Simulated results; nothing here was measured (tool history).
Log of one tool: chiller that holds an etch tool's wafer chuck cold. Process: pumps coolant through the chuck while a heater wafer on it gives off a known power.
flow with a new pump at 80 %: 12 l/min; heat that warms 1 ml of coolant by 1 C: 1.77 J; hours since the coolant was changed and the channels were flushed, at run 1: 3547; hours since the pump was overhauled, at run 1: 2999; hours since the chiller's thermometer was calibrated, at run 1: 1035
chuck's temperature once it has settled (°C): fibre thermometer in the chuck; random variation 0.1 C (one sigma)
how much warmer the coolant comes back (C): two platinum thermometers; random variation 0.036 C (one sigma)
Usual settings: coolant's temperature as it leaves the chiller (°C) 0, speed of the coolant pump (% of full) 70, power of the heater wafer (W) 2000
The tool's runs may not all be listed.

run,hour,coolant's temperature as it leaves the chiller (°C),speed of the coolant pump (% of full),power of the heater wafer (W),hours since the coolant was changed and the channels were flushed,hours since the pump was overhauled,hours since the chiller's thermometer was calibrated,chuck's temperature once it has settled (°C),how much warmer the coolant comes back (C)
1,0.0,0,70,2000,3547,2999,1035,23.4,6.65
2,71.8,0,70,2000,3619,3070,1107,23.4,6.57
3,112.8,0,70,2000,3660,3111,1148,23.4,6.53
4,187.1,0,70,2000,3734,3186,1222,23.4,6.54
5,230.5,0,81,2000,3778,3229,1266,21.1,5.47
6,269.5,0,81,2000,3817,3268,1305,21.0,5.45
7,340.4,-4,70,2000,3887,3339,1376,19.4,6.55
8,392.9,-4,70,2000,3940,3392,1428,19.4,6.45
9,471.2,-4,70,2000,4018,3470,1506,19.6,6.45
10,506.7,0,70,2000,4054,3505,1542,23.4,6.45
11,568.1,0,70,2000,4115,3567,1603,23.3,6.40
12,626.9,0,70,2000,4174,3626,1662,23.5,6.43
13,697.8,0,70,2000,4245,3696,1733,23.6,6.36
14,770.1,0,70,2687,4317,3769,1805,31.4,8.58
15,839.9,0,70,2687,4387,3839,1875,31.4,8.56
16,911.0,0,70,2000,4458,3910,1946,23.4,6.24
17,971.3,0,70,2000,4518,3970,2006,23.4,6.23
18,1020.0,-1,69,1950,4567,4019,2055,22.2,6.23
19,1068.3,-1,69,1950,4615,4067,2103,22.1,6.16
20,1108.6,-5,63,1950,4656,4107,2144,19.5,6.86
21,1168.9,-5,63,1950,4716,4167,2204,19.7,6.85
22,1216.2,0,100,1349,4763,4215,2251,12.1,2.58
23,1254.1,-8,79,1941,4801,4253,2289,12.9,5.12
24,1309.2,0,83,2000,4856,4308,2344,20.7,4.94
# hour 1318.8: gauge calibrated
25,1347.9,-3,83,2302,4895,4346,2383,20.8,6.21
26,1408.9,-3,83,2302,4956,4407,2444,21.0,6.23
27,1478.2,1,95,2611,5025,4477,2513,25.3,5.99
28,1534.2,0,95,2611,5081,4533,2569,24.4,5.99
29,1576.9,0,95,2611,5124,4576,2612,24.5,6.04
30,1655.9,0,95,2611,5203,4655,2691,24.4,6.01
31,1717.0,1,68,1119,5264,4716,2752,14.3,3.66

5 ways to go on from here, each from the tool as it stands after run 31. What would each give?
A,1790.5,5,68,2000,5338,4789,2826,?,?
B,1790.5,-6,68,1366,5338,4789,2826,?,?
C,1790.5,-1,92,1474,5338,4789,2826,?,?
D,1790.5,1,96,1137,5338,4789,2826,?,?
E,1790.5,1,68,1812,5338,4789,2826,?,?

run,chuck's temperature once it has settled (°C),how much warmer the coolant comes back (C)
A,28.9,6.67
B,10.3,4.48
C,13.0,3.41
D,11.7,2.48
E,22.9,6.08
Without the tool's hidden state the same runs would have given:
run,chuck's temperature once it has settled (°C),how much warmer the coolant comes back (C)
A,28.9,6.82
B,10.3,4.63
C,13.0,3.56
D,11.7,2.64
E,22.9,6.23
